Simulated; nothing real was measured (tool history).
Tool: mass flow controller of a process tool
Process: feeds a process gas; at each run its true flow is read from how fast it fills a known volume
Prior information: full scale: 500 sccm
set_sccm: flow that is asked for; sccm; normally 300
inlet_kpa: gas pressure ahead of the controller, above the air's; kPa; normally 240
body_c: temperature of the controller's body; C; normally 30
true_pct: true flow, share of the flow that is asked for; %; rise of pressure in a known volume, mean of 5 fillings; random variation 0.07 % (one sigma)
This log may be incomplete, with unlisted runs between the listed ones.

Run 1, hour 0.0: usual settings. Result: true_pct 98.38 %.
Run 2, hour 344.9: usual settings but inlet_kpa 151 kPa. Result: true_pct 98.22 %.
Run 3, hour 808.3: usual settings. Result: true_pct 98.71 %.
Run 4, hour 1067.2: usual settings. Result: true_pct 98.89 %.
Run 5, hour 1388.0: usual settings. Result: true_pct 98.77 %.
Run 6, hour 1652.8: usual settings. Result: true_pct 98.79 %.
Run 7, hour 1878.7: usual settings. Result: true_pct 98.76 %.
Run 8, hour 2176.2: usual settings. Result: true_pct 98.90 %.
Run 9, hour 2380.9: usual settings. Result: true_pct 98.81 %.
Run 10, hour 2690.1: usual settings. Result: true_pct 98.92 %.
Run 11, hour 3013.8: usual settings. Result: true_pct 99.02 %.
Run 12, hour 3408.5: usual settings but inlet_kpa 152 kPa. Result: true_pct 98.64 %.
Run 13, hour 3855.9: usual settings but inlet_kpa 152 kPa. Result: true_pct 98.65 %.
Run 14, hour 4213.2: usual settings but inlet_kpa 152 kPa. Result: true_pct 98.88 %.
Run 15, hour 4517.6: usual settings but set_sccm 444 sccm, body_c 31 C. Result: true_pct 100.12 %.
Run 16, hour 4884.7: usual settings but set_sccm 444 sccm, body_c 31 C. Result: true_pct 100.26 %.
Run 17, hour 5273.8: usual settings but set_sccm 358 sccm, inlet_kpa 196 kPa, body_c 32 C. Result: true_pct 99.39 %.
Run 18, hour 5601.4: usual settings but inlet_kpa 211 kPa. Result: true_pct 99.16 %.
Run 19, hour 6013.0: usual settings but inlet_kpa 211 kPa. Result: true_pct 99.21 %.
Run 20, hour 6377.7: usual settings but inlet_kpa 211 kPa, body_c 23 C. Result: true_pct 99.85 %.
Run 21, hour 6594.8: usual settings but set_sccm 55 sccm, inlet_kpa 177 kPa, body_c 24 C. Result: true_pct 95.00 %.
At hour 6660.2: controller's zero set anew.
Run 22, hour 6790.5: usual settings but set_sccm 227 sccm, inlet_kpa 167 kPa, body_c 32 C. Result: true_pct 99.48 %.
Run 23, hour 7191.5: usual settings but set_sccm 123 sccm, inlet_kpa 242 kPa, body_c 33 C. Result: true_pct 99.03 %.
Run 24, hour 7487.9: usual settings but set_sccm 425 sccm. Result: true_pct 101.11 %.
Run 25, hour 7828.8: usual settings but set_sccm 275 sccm, inlet_kpa 194 kPa, body_c 29 C. Result: true_pct 100.07 %.
Run 26, hour 8164.7: usual settings but set_sccm 275 sccm, inlet_kpa 194 kPa, body_c 29 C. Result: true_pct 100.07 %.
Run 27, hour 8487.6: usual settings but set_sccm 269 sccm, inlet_kpa 238 kPa, body_c 29 C. Result: true_pct 100.38 %.
Run 28, hour 8874.4: usual settings but set_sccm 269 sccm, inlet_kpa 238 kPa, body_c 29 C. Result: true_pct 100.33 %.

Below are 3 alternative next runs, each starting from the tool's condition after run 28. Predict each:
Run A, hour 9317.9: usual settings but set_sccm 269 sccm, inlet_kpa 203 kPa, body_c 34 C. Result: true_pct ?.
Run B, hour 9317.9: usual settings but set_sccm 156 sccm, inlet_kpa 196 kPa, body_c 34 C. Result: true_pct ?.
Run C, hour 9317.9: usual settings but set_sccm 284 sccm, inlet_kpa 256 kPa, body_c 21 C. Result: true_pct ?.

run  true_pct
  A     99.91
  B     99.05
  C    101.26
Had the tool no hidden state, the same runs would have come out as:
run  true_pct
  A     98.00
  B     97.34
  C     99.33
